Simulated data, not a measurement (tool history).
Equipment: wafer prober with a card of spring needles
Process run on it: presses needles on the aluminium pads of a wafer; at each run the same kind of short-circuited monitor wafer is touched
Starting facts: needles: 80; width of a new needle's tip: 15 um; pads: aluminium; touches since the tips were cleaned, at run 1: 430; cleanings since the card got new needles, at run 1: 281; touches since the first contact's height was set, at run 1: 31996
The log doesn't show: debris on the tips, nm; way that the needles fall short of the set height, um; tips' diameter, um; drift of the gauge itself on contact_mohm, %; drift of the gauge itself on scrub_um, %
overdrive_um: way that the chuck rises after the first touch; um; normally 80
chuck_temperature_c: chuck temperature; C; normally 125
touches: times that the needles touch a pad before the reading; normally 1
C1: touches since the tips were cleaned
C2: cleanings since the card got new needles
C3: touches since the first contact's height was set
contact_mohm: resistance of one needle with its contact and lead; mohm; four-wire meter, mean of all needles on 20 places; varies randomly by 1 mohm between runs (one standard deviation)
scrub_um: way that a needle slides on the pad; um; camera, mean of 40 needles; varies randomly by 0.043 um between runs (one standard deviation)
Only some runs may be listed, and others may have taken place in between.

run 1 hour=0.0 | overdrive_um=80 chuck_temperature_c=125 touches=1 | C1=430 C2=281 C3=31996 | contact_mohm=269 scrub_um=18.56
-- hour=3.7 tips cleaned on abrasive film
-- hour=7.5 tips cleaned on abrasive film
-- hour=11.2 tips cleaned on abrasive film
-- hour=15.0 tips cleaned on abrasive film
-- hour=18.7 tips cleaned on abrasive film
-- hour=23.4 tips cleaned on abrasive film
-- hour=27.1 tips cleaned on abrasive film
-- hour=30.9 tips cleaned on abrasive film
-- hour=35.6 tips cleaned on abrasive film
-- hour=39.3 tips cleaned on abrasive film
run 2 hour=40.0 | overdrive_um=80 chuck_temperature_c=125 touches=1 | C1=429 C2=291 C3=56530 | contact_mohm=270 scrub_um=18.45
-- hour=43.7 tips cleaned on abrasive film
-- hour=47.5 tips cleaned on abrasive film
-- hour=52.1 tips cleaned on abrasive film
-- hour=56.8 tips cleaned on abrasive film
-- hour=60.5 tips cleaned on abrasive film
-- hour=64.3 tips cleaned on abrasive film
-- hour=68.9 tips cleaned on abrasive film
-- hour=72.7 tips cleaned on abrasive film
-- hour=76.4 tips cleaned on abrasive film
-- hour=81.1 tips cleaned on abrasive film
-- hour=84.9 tips cleaned on abrasive film
-- hour=88.6 tips cleaned on abrasive film
-- hour=93.3 tips cleaned on abrasive film
run 3 hour=96.2 | overdrive_um=69 chuck_temperature_c=125 touches=1 | C1=1857 C2=304 C3=91101 | contact_mohm=277 scrub_um=15.74
-- hour=97.2 tips cleaned on abrasive film
-- hour=101.9 tips cleaned on abrasive film
-- hour=105.6 tips cleaned on abrasive film
-- hour=110.3 tips cleaned on abrasive film
-- hour=114.0 tips cleaned on abrasive film
-- hour=118.7 tips cleaned on abrasive film
-- hour=122.7 tips cleaned on abrasive film
run 4 hour=122.7 | overdrive_um=69 chuck_temperature_c=125 touches=1 | C1=0 C2=311 C3=107338 | contact_mohm=273 scrub_um=15.70
-- hour=126.5 tips cleaned on abrasive film
-- hour=130.2 tips cleaned on abrasive film
-- hour=142.2 card fitted with new needles
-- hour=146.0 tips cleaned on abrasive film
-- hour=150.6 tips cleaned on abrasive film
-- hour=154.4 tips cleaned on abrasive film
-- hour=158.1 tips cleaned on abrasive film
-- hour=162.8 tips cleaned on abrasive film
-- hour=167.4 tips cleaned on abrasive film
-- hour=171.2 tips cleaned on abrasive film
-- hour=174.9 tips cleaned on abrasive film
-- hour=179.6 tips cleaned on abrasive film
-- hour=183.3 tips cleaned on abrasive film
run 5 hour=185.4 | overdrive_um=69 chuck_temperature_c=125 touches=1 | C1=1336 C2=10 C3=26589 | contact_mohm=269 scrub_um=15.96
-- hour=187.4 tips cleaned on abrasive film
-- hour=192.0 tips cleaned on abrasive film
-- hour=195.8 tips cleaned on abrasive film
-- hour=200.4 tips cleaned on abrasive film
-- hour=205.1 tips cleaned on abrasive film
-- hour=208.8 tips cleaned on abrasive film
-- hour=213.5 tips cleaned on abrasive film
-- hour=218.2 tips cleaned on abrasive film
-- hour=221.9 tips cleaned on abrasive film
-- hour=226.6 tips cleaned on abrasive film
-- hour=231.2 tips cleaned on abrasive film
-- hour=235.0 tips cleaned on abrasive film
run 6 hour=235.4 | overdrive_um=99 chuck_temperature_c=125 touches=1 | C1=285 C2=22 C3=57291 | contact_mohm=261 scrub_um=22.79
-- hour=236.6 height of the first contact set anew
-- hour=239.5 tips cleaned on abrasive film
-- hour=244.1 tips cleaned on abrasive film
-- hour=247.9 tips cleaned on abrasive film
-- hour=252.5 tips cleaned on abrasive film
-- hour=257.2 tips cleaned on abrasive film
-- hour=261.0 tips cleaned on abrasive film
-- hour=265.6 tips cleaned on abrasive film
-- hour=269.4 tips cleaned on abrasive film
-- hour=273.1 tips cleaned on abrasive film
-- hour=277.8 tips cleaned on abrasive film
-- hour=281.5 tips cleaned on abrasive film
-- hour=285.3 tips cleaned on abrasive film
run 7 hour=288.9 | overdrive_um=99 chuck_temperature_c=125 touches=1 | C1=2274 C2=34 C3=32118 | contact_mohm=263 scrub_um=22.65
-- hour=289.9 tips cleaned on abrasive film
-- hour=294.5 tips cleaned on abrasive film
-- hour=298.3 tips cleaned on abrasive film
-- hour=302.0 tips cleaned on abrasive film
-- hour=306.7 tips cleaned on abrasive film
-- hour=311.4 tips cleaned on abrasive film
-- hour=316.0 tips cleaned on abrasive film
-- hour=319.8 tips cleaned on abrasive film
-- hour=324.4 tips cleaned on abrasive film
run 8 hour=325.2 | overdrive_um=99 chuck_temperature_c=125 touches=1 | C1=517 C2=43 C3=54445 | contact_mohm=262 scrub_um=22.67
-- hour=329.0 tips cleaned on abrasive film
-- hour=332.7 tips cleaned on abrasive film
-- hour=337.4 tips cleaned on abrasive film
-- hour=341.2 tips cleaned on abrasive film
-- hour=345.8 tips cleaned on abrasive film
-- hour=349.6 tips cleaned on abrasive film
-- hour=354.2 tips cleaned on abrasive film
run 9 hour=357.5 | overdrive_um=99 chuck_temperature_c=125 touches=1 | C1=2083 C2=50 C3=74320 | contact_mohm=264 scrub_um=22.55
-- hour=358.5 tips cleaned on abrasive film
-- hour=362.3 tips cleaned on abrasive film
-- hour=366.9 tips cleaned on abrasive film
-- hour=370.0 height of the first contact set anew, once more
-- hour=371.9 tips cleaned on abrasive film
-- hour=375.7 tips cleaned on abrasive film
-- hour=380.3 tips cleaned on abrasive film
-- hour=384.1 tips cleaned on abrasive film
-- hour=387.8 tips cleaned on abrasive film
-- hour=391.6 tips cleaned on abrasive film
run 10 hour=391.6 | overdrive_um=99 chuck_temperature_c=125 touches=1 | C1=0 C2=59 C3=13211 | contact_mohm=261 scrub_um=23.06
-- hour=396.2 tips cleaned on abrasive film
-- hour=400.9 tips cleaned on abrasive film
-- hour=404.6 tips cleaned on abrasive film
-- hour=409.3 tips cleaned on abrasive film
-- hour=413.0 tips cleaned on abrasive film
-- hour=416.8 tips cleaned on abrasive film
-- hour=421.4 tips cleaned on abrasive film
-- hour=426.1 tips cleaned on abrasive film
-- hour=429.8 tips cleaned on abrasive film
-- hour=434.5 tips cleaned on abrasive film
-- hour=438.2 tips cleaned on abrasive film
run 11 hour=440.8 | overdrive_um=70 chuck_temperature_c=47 touches=1 | C1=1615 C2=70 C3=43512 | contact_mohm=250 scrub_um=16.19
-- hour=442.7 tips cleaned on abrasive film
-- hour=446.5 tips cleaned on abrasive film
-- hour=451.1 tips cleaned on abrasive film
-- hour=455.8 tips cleaned on abrasive film
-- hour=459.6 tips cleaned on abrasive film
-- hour=464.2 tips cleaned on abrasive film
-- hour=468.0 tips cleaned on abrasive film
-- hour=472.6 tips cleaned on abrasive film
run 12 hour=474.9 | overdrive_um=75 chuck_temperature_c=70 touches=3 | C1=1456 C2=78 C3=64482 | contact_mohm=252 scrub_um=17.23
-- hour=476.9 tips cleaned on abrasive film
-- hour=481.5 tips cleaned on abrasive film
-- hour=486.2 tips cleaned on abrasive film
-- hour=489.9 tips cleaned on abrasive film
-- hour=494.6 tips cleaned on abrasive film
-- hour=499.2 tips cleaned on abrasive film
-- hour=503.9 tips cleaned on abrasive film
-- hour=508.6 tips cleaned on abrasive film
-- hour=513.2 tips cleaned on abrasive film
-- hour=517.0 tips cleaned on abrasive film
-- hour=521.6 tips cleaned on abrasive film
-- hour=526.3 tips cleaned on abrasive film
run 13 hour=527.2 | overdrive_um=96 chuck_temperature_c=38 touches=2 | C1=575 C2=90 C3=96624 | contact_mohm=240 scrub_um=22.07
-- hour=530.1 tips cleaned on abrasive film
-- hour=533.9 tips cleaned on abrasive film
-- hour=537.6 tips cleaned on abrasive film
-- hour=541.4 tips cleaned on abrasive film
-- hour=546.0 tips cleaned on abrasive film
-- hour=550.7 tips cleaned on abrasive film
-- hour=554.5 tips cleaned on abrasive film
-- hour=559.1 tips cleaned on abrasive film
run 14 hour=560.2 | overdrive_um=96 chuck_temperature_c=38 touches=2 | C1=667 C2=98 C3=116874 | contact_mohm=240 scrub_um=21.94

Expected results for the next run?
-- hour=563.0 tips cleaned on abrasive film
-- hour=566.8 tips cleaned on abrasive film
-- hour=571.4 tips cleaned on abrasive film
-- hour=575.2 tips cleaned on abrasive film
-- hour=578.9 tips cleaned on abrasive film
-- hour=583.6 tips cleaned on abrasive film
-- hour=587.3 tips cleaned on abrasive film
-- hour=591.1 tips cleaned on abrasive film
run 15 hour=594.5 | overdrive_um=80 chuck_temperature_c=28 touches=1 | C1=2156 C2=106 C3=137971 | contact_mohm=? scrub_um=?

{"run 15": {"contact_mohm": 244, "scrub_um": 18.08}}
Were there no unlogged condition in the tool, this run, its random variation unchanged, would have produced contact_mohm 238 mohm, scrub_um 18.59 um.

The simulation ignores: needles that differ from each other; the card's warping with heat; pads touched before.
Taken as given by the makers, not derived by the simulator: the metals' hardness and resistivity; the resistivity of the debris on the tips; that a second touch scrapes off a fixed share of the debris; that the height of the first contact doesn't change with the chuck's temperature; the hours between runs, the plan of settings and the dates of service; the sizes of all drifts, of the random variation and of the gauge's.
